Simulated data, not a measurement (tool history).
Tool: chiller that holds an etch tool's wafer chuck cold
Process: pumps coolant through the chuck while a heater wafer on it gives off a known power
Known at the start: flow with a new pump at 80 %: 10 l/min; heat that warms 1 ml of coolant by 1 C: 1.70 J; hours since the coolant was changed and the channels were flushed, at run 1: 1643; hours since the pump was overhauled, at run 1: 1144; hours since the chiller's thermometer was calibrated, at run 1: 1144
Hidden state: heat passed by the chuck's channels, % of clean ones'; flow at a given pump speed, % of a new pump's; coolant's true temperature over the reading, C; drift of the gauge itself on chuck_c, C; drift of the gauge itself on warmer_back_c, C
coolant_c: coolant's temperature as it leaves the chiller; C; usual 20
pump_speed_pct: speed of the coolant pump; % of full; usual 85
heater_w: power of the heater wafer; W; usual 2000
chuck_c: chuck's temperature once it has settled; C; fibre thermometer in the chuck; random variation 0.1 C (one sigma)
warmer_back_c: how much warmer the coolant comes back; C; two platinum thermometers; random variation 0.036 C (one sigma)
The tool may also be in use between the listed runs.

run,hour,coolant_c,pump_speed_pct,heater_w,hours since the coolant was changed and the channels were flushed,hours since the pump was overhauled,hours since the chiller's thermometer was calibrated,chuck_c,warmer_back_c
1,0,20,85,2000,1643,1144,1144,34.2,6.85
2,40.6,20,85,2000,1683,1184,1184,34.1,6.92
3,66.5,20,85,1013,1709,1210,1210,27.1,3.46
4,95.8,20,85,2000,1738,1240,1240,34.2,6.83
5,124.4,20,85,2000,1767,1268,1268,34.4,6.86
6,146.6,20,67,2000,1789,1290,1290,37.5,8.84
7,177.1,20,67,2000,1820,1321,1321,37.6,8.85
8,201.9,20,67,2000,1844,1346,1346,37.7,8.84
9,224.2,27,67,1670,1867,1368,1368,41.9,7.42
10,250.7,20,85,2310,1893,1394,1394,36.7,8
11,286.1,22,85,2000,1929,1430,1430,36.4,6.86
12,319.1,22,85,2000,1962,1463,1463,36.4,6.86
13,346.8,29,85,2000,1989,1491,1491,43.3,6.93
14,379,29,85,2000,2022,1523,1523,43.6,6.86
15,404.6,11,60,2000,2047,1548,1548,30.8,10.05
16,439.1,11,60,2000,2082,1583,1583,30.8,10.12

The same runs without the tool's hidden state, with the same run-to-run variation:
run,chuck_c,warmer_back_c
1,32.9,6.63
2,32.8,6.69
3,26.3,3.35
4,32.8,6.59
5,32.9,6.62
6,35.7,8.53
7,35.8,8.52
8,35.9,8.51
9,40.3,7.15
10,34.9,7.7
11,34.8,6.59
12,34.7,6.58
13,41.7,6.65
14,41.9,6.58
15,28.5,9.63
16,28.6,9.69
